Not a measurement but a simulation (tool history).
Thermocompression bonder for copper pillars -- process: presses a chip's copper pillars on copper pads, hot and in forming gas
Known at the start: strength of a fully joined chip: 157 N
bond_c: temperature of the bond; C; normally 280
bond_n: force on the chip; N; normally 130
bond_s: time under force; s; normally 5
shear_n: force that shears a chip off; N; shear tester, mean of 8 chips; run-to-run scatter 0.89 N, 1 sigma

run,hour,bond_c,bond_n,bond_s,shear_n
1,0.0,280,130,5,78.0
2,6.5,280,179,5,98.1
3,15.1,293,130,5,91.1
4,24.3,293,130,9,108.3
5,29.1,280,130,5,78.6
6,35.4,280,156,5,87.5
7,43.5,280,130,3,64.6
8,51.6,280,130,3,64.8
9,59.9,280,130,3,63.8
10,65.1,280,130,3,64.7
11,73.5,280,148,5,85.3
12,80.9,280,148,5,83.5
13,88.2,280,148,5,83.9
14,96.4,280,130,13,101.7
15,102.0,297,130,12,116.0
16,111.3,263,130,3,49.7
17,119.4,263,130,3,49.3
18,125.4,297,189,13,137.2
19,130.1,292,184,3,95.1
20,136.0,292,102,6,77.4
21,143.5,280,195,3,86.8
22,148.3,290,166,3,85.4
23,153.4,290,166,3,86.9
24,159.9,260,117,7,58.9
25,165.3,282,117,4,64.4
26,173.1,298,90,3,59.9

3 ways to go on from here, each from the tool as it stands after run 26. What would each give?
A,177.3,273,90,3,?
B,177.3,254,182,5,?
C,177.3,306,163,3,?

run,shear_n
A,40.6
B,67.4
C,98.5
What these runs would have given with no unlogged condition in the tool:
run,shear_n
A,48.9
B,79.9
C,111.2
